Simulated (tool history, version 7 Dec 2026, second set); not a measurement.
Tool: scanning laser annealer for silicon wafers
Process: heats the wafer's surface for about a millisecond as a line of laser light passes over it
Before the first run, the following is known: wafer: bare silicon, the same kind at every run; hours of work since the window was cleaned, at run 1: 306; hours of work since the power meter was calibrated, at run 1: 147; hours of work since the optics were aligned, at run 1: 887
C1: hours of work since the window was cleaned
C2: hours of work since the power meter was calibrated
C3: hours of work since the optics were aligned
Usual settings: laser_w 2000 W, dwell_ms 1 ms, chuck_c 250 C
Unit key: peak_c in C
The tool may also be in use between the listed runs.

{"run": 1, "day": 0.0, "laser_w": 2000, "dwell_ms": 1, "chuck_c": 250, "C1": 306, "C2": 147, "C3": 887, "peak_c": 1026}
{"run": 2, "day": 0.733, "laser_w": 2000, "dwell_ms": 1, "chuck_c": 250, "C1": 314, "C2": 154, "C3": 894, "peak_c": 1024}
{"run": 3, "day": 1.362, "laser_w": 2000, "dwell_ms": 1, "chuck_c": 250, "C1": 320, "C2": 161, "C3": 901, "peak_c": 1020}
{"run": 4, "day": 2.117, "laser_w": 2000, "dwell_ms": 1.22, "chuck_c": 250, "C1": 328, "C2": 169, "C3": 909, "peak_c": 1117}
{"run": 5, "day": 2.788, "laser_w": 2000, "dwell_ms": 1, "chuck_c": 250, "C1": 335, "C2": 176, "C3": 916, "peak_c": 1020}
{"run": 6, "day": 3.338, "laser_w": 2000, "dwell_ms": 1, "chuck_c": 250, "C1": 341, "C2": 181, "C3": 921, "peak_c": 1023}
{"run": 7, "day": 3.85, "laser_w": 2000, "dwell_ms": 1, "chuck_c": 250, "C1": 346, "C2": 187, "C3": 927, "peak_c": 1024}
{"run": 8, "day": 4.292, "laser_w": 2000, "dwell_ms": 1, "chuck_c": 250, "C1": 351, "C2": 191, "C3": 931, "peak_c": 1018}
{"run": 9, "day": 5.096, "laser_w": 2000, "dwell_ms": 1, "chuck_c": 287, "C1": 359, "C2": 200, "C3": 940, "peak_c": 1054}
{"run": 10, "day": 5.679, "laser_w": 2000, "dwell_ms": 1.14, "chuck_c": 250, "C1": 365, "C2": 206, "C3": 946, "peak_c": 1075}
{"day": 5.842, "done": "laser's power meter calibrated"}
{"run": 11, "day": 6.379, "laser_w": 2000, "dwell_ms": 1, "chuck_c": 273, "C1": 371, "C2": 6, "C3": 952, "peak_c": 1037}
{"run": 12, "day": 6.767, "laser_w": 2000, "dwell_ms": 0.76, "chuck_c": 247, "C1": 375, "C2": 10, "C3": 956, "peak_c": 903}
{"day": 7.25, "done": "window over the wafer cleaned"}
{"run": 13, "day": 7.421, "laser_w": 1924, "dwell_ms": 0.76, "chuck_c": 211, "C1": 2, "C2": 16, "C3": 962, "peak_c": 859}
{"day": 8.262, "done": "laser's power meter calibrated, once more"}
{"run": 14, "day": 8.417, "laser_w": 1924, "dwell_ms": 0.76, "chuck_c": 211, "C1": 11, "C2": 2, "C3": 971, "peak_c": 856}
{"run": 15, "day": 9.225, "laser_w": 1855, "dwell_ms": 0.7, "chuck_c": 247, "C1": 19, "C2": 10, "C3": 979, "peak_c": 835}
{"run": 16, "day": 9.854, "laser_w": 1855, "dwell_ms": 0.7, "chuck_c": 247, "C1": 26, "C2": 17, "C3": 986, "peak_c": 832}
{"run": 17, "day": 10.538, "laser_w": 2177, "dwell_ms": 0.7, "chuck_c": 247, "C1": 33, "C2": 24, "C3": 993, "peak_c": 965}
{"run": 18, "day": 11.067, "laser_w": 2177, "dwell_ms": 0.96, "chuck_c": 247, "C1": 38, "C2": 29, "C3": 998, "peak_c": 1113}
{"run": 19, "day": 11.767, "laser_w": 2121, "dwell_ms": 0.74, "chuck_c": 278, "C1": 46, "C2": 37, "C3": 1006, "peak_c": 995}
{"run": 20, "day": 12.125, "laser_w": 2089, "dwell_ms": 0.83, "chuck_c": 225, "C1": 50, "C2": 40, "C3": 1010, "peak_c": 977}
{"run": 21, "day": 12.879, "laser_w": 1813, "dwell_ms": 0.95, "chuck_c": 225, "C1": 57, "C2": 48, "C3": 1017, "peak_c": 902}

The same runs without the tool's hidden state, with the same run-to-run variation:
Unlogged tool condition in this case: light that passes the window, % of a clean one's; laser's true power over the reading, %; width of the line over the set one, %; drift of the gauge itself on peak_c, C.
run=1 peak_c=1070
run=2 peak_c=1068
run=3 peak_c=1065
run=4 peak_c=1169
run=5 peak_c=1067
run=6 peak_c=1070
run=7 peak_c=1072
run=8 peak_c=1066
run=9 peak_c=1103
run=10 peak_c=1128
run=11 peak_c=1087
run=12 peak_c=947
run=13 peak_c=876
run=14 peak_c=874
run=15 peak_c=852
run=16 peak_c=849
run=17 peak_c=987
run=18 peak_c=1140
run=19 peak_c=1018
run=20 peak_c=1002
run=21 peak_c=925

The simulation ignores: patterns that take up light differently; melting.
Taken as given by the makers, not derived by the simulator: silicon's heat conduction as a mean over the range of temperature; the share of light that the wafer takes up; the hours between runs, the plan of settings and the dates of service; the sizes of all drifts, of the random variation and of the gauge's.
